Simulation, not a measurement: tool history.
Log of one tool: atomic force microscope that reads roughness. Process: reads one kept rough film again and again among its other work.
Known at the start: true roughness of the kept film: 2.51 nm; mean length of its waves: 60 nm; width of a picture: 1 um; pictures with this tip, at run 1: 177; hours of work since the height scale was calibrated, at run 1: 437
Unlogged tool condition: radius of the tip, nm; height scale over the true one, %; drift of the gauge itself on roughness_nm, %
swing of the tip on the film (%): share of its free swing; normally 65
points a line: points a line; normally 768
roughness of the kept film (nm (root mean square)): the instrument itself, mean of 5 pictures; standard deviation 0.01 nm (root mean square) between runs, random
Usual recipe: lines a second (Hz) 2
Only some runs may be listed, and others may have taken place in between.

run    hour  lines a second (Hz)  swing of the tip on the film (%)  points a line  pictures with this tip  hours of work since the height scale was calibrated  roughness of the kept film (nm (root mean square))
  1       0                    2                                65            768                     177                                                  437                                               2.314
       43.9  -- new tip fitted
  2    50.2                    2                                65            768                       7                                                  462                                               2.309
  3   120.8                    2                                65            768                      87                                                  498                                               2.306
  4   166.3                    2                                65            768                     138                                                  521                                               2.304
      246.4  -- new tip fitted
  5   248.6                    2                                65            768                       3                                                  562                                               2.324
  6   312.8                    2                                65            768                      76                                                  595                                               2.315
  7   360.7                 1.21                                65            768                     130                                                  619                                                2.35
      444.2  -- new tip fitted
  8   444.2                 1.21                                72            768                       0                                                  661                                                2.34
  9   530.2                 1.21                                72            768                      98                                                  705                                               2.337
 10   616.6                 1.21                                72            768                     195                                                  749                                               2.313
      642.5  -- new tip fitted
 11   694.9                    2                                65            458                      60                                                  788                                               2.306
 12     741                    2                                65            458                     112                                                  812                                               2.311
 13   793.1                    2                                65            339                     171                                                  838                                               2.301
      839.2  -- new tip fitted
 14   865.7                    2                                65            339                      30                                                  875                                               2.288
 15   905.3                    2                                65            768                      74                                                  895                                                2.31
 16   971.9                    2                                65            768                     150                                                  928                                               2.317
 17  1017.1                 2.74                                65            768                     201                                                  951                                               2.244
     1038.5  -- new tip fitted
 18  1100.5                 2.74                                65            768                      70                                                  993                                               2.266
 19    1170                    2                                65            669                     149                                                 1029                                                2.32
 20  1211.6                 1.13                                65            768                     196                                                 1050                                               2.369
     1240.9  -- new tip fitted
 21  1282.8                 1.13                                65            768                      47                                                 1086                                                2.38
 22  1358.7                    2                                76            768                     133                                                 1124                                               2.186
     1441.6  -- new tip fitted
 23  1443.6                    2                                65            768                       3                                                 1167                                               2.302
 24  1501.8                    2                                65            768                      69                                                 1197                                               2.323
 25  1543.1                    2                                65            768                     115                                                 1218                                               2.299
 26  1616.8                    2                                88            768                     199                                                 1255                                               1.997
     1640.3  -- new tip fitted
 27  1698.2                    2                                84            768                      65                                                 1296                                               2.076
 28  1738.6                    2                                84            768                     111                                                 1317                                               2.073
 29  1801.6                 1.23                                61            966                     183                                                 1349                                                2.38
     1841.8  -- new tip fitted
 30  1862.2                 1.23                                61            966                      23                                                 1379                                               2.393
 31    1899                 1.23                                61            966                      64                                                 1398                                               2.404
 32  1944.4                 1.23                                61            966                     116                                                 1421                                               2.395
 33  2018.7                 1.56                                74            558                     200                                                 1458                                               2.267
     2044.3  -- new tip fitted
 34  2087.8                 0.91                                83            391                      49                                                 1493                                                2.29
 35  2162.6                 0.91                                57            464                     134                                                 1531                                               2.426
 36  2227.4                 0.75                                65            768                     207                                                 1564                                               2.403
     2247.2  -- new tip fitted
 37  2311.6                 2.62                                65            400                      73                                                 1607                                                2.25
 38  2384.8                 2.24                                78            971                     156                                                 1644                                               2.131
 39  2421.4                 2.79                                59            419                     197                                                 1662                                               2.311
     2444.9  -- new tip fitted
 40  2505.6                 1.15                                86            799                      69                                                 1705                                                2.19
 41  2574.6                 1.12                                84            634                     147                                                 1740                                               2.225
 42  2610.5                    2                                86            465                     188                                                 1758                                               2.028
       2644  -- new tip fitted
 43    2650                 1.05                                80            839                       7                                                 1778                                               2.262
 44  2689.8                 1.05                                80            839                      52                                                 1798                                               2.257
 45  2732.9                 1.05                                80            839                     101                                                 1820                                               2.274
 46    2796                 1.05                                80            839                     173                                                 1852                                               2.288
     2844.1  -- new tip fitted
 47  2868.9                 1.05                                80            839                      29                                                 1889                                               2.275
 48  2949.4                 1.35                                87            298                     120                                                 1929                                               2.135
 49  2996.3                 0.58                                60            378                     173                                                 1953                                               2.431
     3043.2  -- new tip fitted
 50  3044.6                 3.05                                77            677                       2                                                 1978                                               2.026
 51  3087.3                  0.6                                69            291                      51                                                 1999                                               2.398

Below are 5 alternative next runs, each starting from the tool's condition after run 51. Predict each:
  A  3125.8                  0.6                                58            512                      94                                                 2019                                                   ?
  B  3125.8                 0.97                                57            355                      94                                                 2019                                                   ?
  C  3125.8                    2                                80            626                      94                                                 2019                                                   ?
  D  3125.8                    2                                70            768                      94                                                 2019                                                   ?
  E  3125.8                 1.99                                74            291                      94                                                 2019                                                   ?

run  roughness of the kept film (nm (root mean square))
  A                                               2.425
  B                                               2.432
  C                                               2.114
  D                                               2.265
  E                                               2.221
Had the tool no hidden state, the same runs would have come out as:
run  roughness of the kept film (nm (root mean square))
  A                                               2.428
  B                                               2.435
  C                                               2.116
  D                                               2.267
  E                                               2.223
